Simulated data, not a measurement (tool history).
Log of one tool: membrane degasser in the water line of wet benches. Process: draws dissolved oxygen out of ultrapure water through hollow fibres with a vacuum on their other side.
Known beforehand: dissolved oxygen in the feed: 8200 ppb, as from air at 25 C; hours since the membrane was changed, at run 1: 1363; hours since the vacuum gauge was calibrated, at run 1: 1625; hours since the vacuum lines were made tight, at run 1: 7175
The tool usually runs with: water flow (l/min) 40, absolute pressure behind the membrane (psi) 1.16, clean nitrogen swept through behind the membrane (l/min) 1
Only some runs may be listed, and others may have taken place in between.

| run | hour | water flow (l/min) | absolute pressure behind the membrane (psi) | clean nitrogen swept through behind the membrane (l/min) | hours since the membrane was changed | hours since the vacuum gauge was calibrated | hours since the vacuum lines were made tight | dissolved oxygen in the water behind the degasser (ppb) | pressure that the water loses in the fibres (psi) |
|---|---|---|---|---|---|---|---|---|---|
| 1 | 0 | 40 | 1.16 | 1 | 1363 | 1625 | 7175 | 378.5 | 6.91 |
| 2 | 55.8 | 40 | 1.16 | 1 | 1419 | 1681 | 7231 | 382.4 | 7.005 |
| 3 | 97.2 | 40 | 0.867 | 1 | 1460 | 1722 | 7273 | 227.7 | 6.978 |
| 4 | 160.4 | 40 | 0.867 | 1 | 1523 | 1785 | 7336 | 227.9 | 7.024 |
| 5 | 242.5 | 40 | 0.867 | 1 | 1605 | 1867 | 7418 | 230.5 | 6.946 |
| 6 | 296.1 | 40 | 2.289 | 1 | 1659 | 1921 | 7472 | 930.1 | 6.92 |
| 7 | 387.1 | 40 | 1.469 | 1 | 1750 | 2012 | 7563 | 539.7 | 6.952 |
| 8 | 469.9 | 40 | 1.16 | 1 | 1833 | 2095 | 7645 | 382.9 | 7.005 |
| 9 | 537.5 | 40 | 0.743 | 1 | 1900 | 2162 | 7713 | 164.7 | 6.982 |
| 10 | 606.9 | 31 | 0.747 | 2.01 | 1970 | 2232 | 7782 | 74.3 | 5.436 |
| 11 | 686.2 | 49 | 0.747 | 2.01 | 2049 | 2311 | 7862 | 115.7 | 8.525 |
| 12 | 776.1 | 39 | 1.421 | 1.83 | 2139 | 2401 | 7952 | 311.4 | 6.807 |
| 13 | 854.9 | 39 | 1.421 | 1.83 | 2218 | 2480 | 8030 | 313.3 | 6.824 |
| 14 | 913.3 | 52 | 1.088 | 1.01 | 2276 | 2538 | 8089 | 424.4 | 9.042 |
| 15 | 990.4 | 37 | 1.16 | 0.42 | 2353 | 2615 | 8166 | 659.5 | 6.488 |
| 16 | 1063.4 | 37 | 1.16 | 1.51 | 2426 | 2688 | 8239 | 260.8 | 6.45 |

Branching from run 16: 4 alternative next runs. What would each branch give?
| A | 1123.7 | 37 | 1.231 | 0.74 | 2487 | 2749 | 8299 | ? | ? |
| B | 1123.7 | 37 | 2.073 | 1.51 | 2487 | 2749 | 8299 | ? | ? |
| C | 1123.7 | 51 | 1.388 | 1 | 2487 | 2749 | 8299 | ? | ? |
| D | 1123.7 | 40 | 1.877 | 1.17 | 2487 | 2749 | 8299 | ? | ? |

| run | dissolved oxygen in the water behind the degasser (ppb) | pressure that the water loses in the fibres (psi) |
|---|---|---|
| A | 498 | 6.411 |
| B | 568 | 6.502 |
| C | 605.5 | 8.946 |
| D | 659.2 | 7.02 |
With no hidden state in the tool, these same runs would have given:
| run | dissolved oxygen in the water behind the degasser (ppb) | pressure that the water loses in the fibres (psi) |
|---|---|---|
| A | 483.9 | 6.313 |
| B | 557.3 | 6.403 |
| C | 591 | 8.811 |
| D | 647.1 | 6.914 |
